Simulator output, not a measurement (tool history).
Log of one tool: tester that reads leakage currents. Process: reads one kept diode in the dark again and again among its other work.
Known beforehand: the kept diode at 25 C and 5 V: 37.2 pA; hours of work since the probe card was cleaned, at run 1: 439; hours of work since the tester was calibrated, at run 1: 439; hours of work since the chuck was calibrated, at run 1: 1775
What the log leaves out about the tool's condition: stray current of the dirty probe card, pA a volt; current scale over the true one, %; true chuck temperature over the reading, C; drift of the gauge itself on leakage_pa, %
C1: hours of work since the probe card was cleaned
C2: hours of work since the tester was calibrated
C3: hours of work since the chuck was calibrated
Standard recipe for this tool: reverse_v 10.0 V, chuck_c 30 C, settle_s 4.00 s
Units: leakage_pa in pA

run 1 hour=0.0 | reverse_v=10.0 chuck_c=30 settle_s=4.00 | C1=439 C2=439 C3=1775 | leakage_pa=73.58
run 2 hour=169.4 | reverse_v=10.0 chuck_c=30 settle_s=4.00 | C1=567 C2=567 C3=1903 | leakage_pa=73.38
-- hour=191.9 chuck's temperature calibrated
run 3 hour=397.9 | reverse_v=10.0 chuck_c=30 settle_s=4.00 | C1=738 C2=738 C3=156 | leakage_pa=72.76
run 4 hour=642.4 | reverse_v=10.0 chuck_c=30 settle_s=4.00 | C1=923 C2=923 C3=341 | leakage_pa=72.34
run 5 hour=802.9 | reverse_v=10.0 chuck_c=30 settle_s=4.00 | C1=1045 C2=1045 C3=462 | leakage_pa=71.62
run 6 hour=912.9 | reverse_v=10.0 chuck_c=30 settle_s=8.40 | C1=1128 C2=1128 C3=545 | leakage_pa=71.55
-- hour=1066.2 chuck's temperature calibrated, once more
run 7 hour=1172.5 | reverse_v=10.0 chuck_c=30 settle_s=2.07 | C1=1323 C2=1323 C3=80 | leakage_pa=80.10
run 8 hour=1390.2 | reverse_v=10.0 chuck_c=30 settle_s=0.96 | C1=1487 C2=1487 C3=245 | leakage_pa=80.78
run 9 hour=1562.7 | reverse_v=10.0 chuck_c=30 settle_s=0.96 | C1=1618 C2=1618 C3=375 | leakage_pa=79.97
run 10 hour=1780.4 | reverse_v=10.0 chuck_c=30 settle_s=0.96 | C1=1782 C2=1782 C3=540 | leakage_pa=80.26
run 11 hour=1886.1 | reverse_v=10.0 chuck_c=30 settle_s=0.96 | C1=1862 C2=1862 C3=620 | leakage_pa=79.75
run 12 hour=2127.8 | reverse_v=10.0 chuck_c=45 settle_s=4.00 | C1=2045 C2=2045 C3=803 | leakage_pa=227.89
run 13 hour=2345.4 | reverse_v=10.0 chuck_c=45 settle_s=4.00 | C1=2210 C2=2210 C3=967 | leakage_pa=226.94
run 14 hour=2461.2 | reverse_v=10.0 chuck_c=45 settle_s=4.00 | C1=2297 C2=2297 C3=1055 | leakage_pa=225.83
run 15 hour=2625.5 | reverse_v=10.0 chuck_c=30 settle_s=4.00 | C1=2422 C2=2422 C3=1179 | leakage_pa=77.52
run 16 hour=2773.0 | reverse_v=10.0 chuck_c=30 settle_s=4.00 | C1=2533 C2=2533 C3=1291 | leakage_pa=77.80
run 17 hour=3004.9 | reverse_v=10.0 chuck_c=30 settle_s=4.00 | C1=2708 C2=2708 C3=1466 | leakage_pa=76.91
run 18 hour=3232.4 | reverse_v=15.1 chuck_c=44 settle_s=2.03 | C1=2880 C2=2880 C3=1638 | leakage_pa=258.62
-- hour=3474.6 tester calibrated
run 19 hour=3484.6 | reverse_v=2.4 chuck_c=24 settle_s=4.00 | C1=3070 C2=8 C3=1827 | leakage_pa=23.09
-- hour=3606.3 chuck's temperature calibrated
-- hour=3632.0 probe card cleaned and baked
run 20 hour=3714.7 | reverse_v=2.3 chuck_c=39 settle_s=3.78 | C1=63 C2=178 C3=80 | leakage_pa=71.50
run 21 hour=3884.0 | reverse_v=2.3 chuck_c=39 settle_s=3.78 | C1=191 C2=306 C3=208 | leakage_pa=71.74
run 22 hour=4004.5 | reverse_v=2.3 chuck_c=39 settle_s=3.78 | C1=282 C2=397 C3=299 | leakage_pa=71.15
run 23 hour=4242.2 | reverse_v=2.3 chuck_c=39 settle_s=0.92 | C1=461 C2=577 C3=479 | leakage_pa=71.17
run 24 hour=4419.0 | reverse_v=2.3 chuck_c=23 settle_s=0.39 | C1=595 C2=710 C3=612 | leakage_pa=22.14
run 25 hour=4543.0 | reverse_v=5.9 chuck_c=30 settle_s=4.00 | C1=689 C2=804 C3=706 | leakage_pa=58.39
run 26 hour=4691.4 | reverse_v=5.9 chuck_c=30 settle_s=4.00 | C1=801 C2=916 C3=818 | leakage_pa=58.75
run 27 hour=4897.8 | reverse_v=5.9 chuck_c=30 settle_s=4.00 | C1=957 C2=1072 C3=974 | leakage_pa=58.49
run 28 hour=5025.8 | reverse_v=5.9 chuck_c=30 settle_s=4.00 | C1=1054 C2=1169 C3=1071 | leakage_pa=58.10
run 29 hour=5289.0 | reverse_v=5.4 chuck_c=23 settle_s=4.00 | C1=1253 C2=1368 C3=1270 | leakage_pa=32.32
run 30 hour=5502.0 | reverse_v=7.8 chuck_c=24 settle_s=4.56 | C1=1414 C2=1529 C3=1431 | leakage_pa=42.16
run 31 hour=5629.8 | reverse_v=7.8 chuck_c=36 settle_s=6.00 | C1=1511 C2=1626 C3=1528 | leakage_pa=103.64
run 32 hour=5870.7 | reverse_v=7.8 chuck_c=36 settle_s=6.00 | C1=1693 C2=1808 C3=1710 | leakage_pa=102.51
run 33 hour=6104.4 | reverse_v=7.8 chuck_c=36 settle_s=6.00 | C1=1870 C2=1985 C3=1887 | leakage_pa=101.76

Entry by entry between the runs, the difference in hidden state between the last listed run before and the first listed run after:
From run 2 to run 3: chuck's temperature calibrated (hour 191.9)
  stray current of the dirty probe card, pA a volt: 0.065 -> 0.076; current scale over the true one, %: 0.01 -> -0.03; true chuck temperature over the reading, C: -0.87 -> -1.08
  measured less the result without the state, leakage_pa: -4.52 -> -5.60 pA
From run 6 to run 7: chuck's temperature calibrated, once more (hour 1066.2)
  stray current of the dirty probe card, pA a volt: 0.103 -> 0.117; current scale over the true one, %: -0.1 -> -0.14; true chuck temperature over the reading, C: -1.25 -> 0.08
  measured less the result without the state, leakage_pa: -6.28 -> +1.33 pA
From run 18 to run 19: tester calibrated (hour 3474.6)
  stray current of the dirty probe card, pA a volt: 0.223 -> 0.236; current scale over the true one, %: -0.46 -> -0.01; true chuck temperature over the reading, C: -0.59 -> -0.67
  measured less the result without the state, leakage_pa: -8.75 -> -0.70 pA
From run 19 to run 20: chuck's temperature calibrated (hour 3606.3); probe card cleaned and baked (hour 3632.0)
  stray current of the dirty probe card, pA a volt: 0.236 -> 0.027; current scale over the true one, %: -0.01 -> -0.04; true chuck temperature over the reading, C: -0.67 -> 0
  measured less the result without the state, leakage_pa: -0.70 -> +0.00 pA
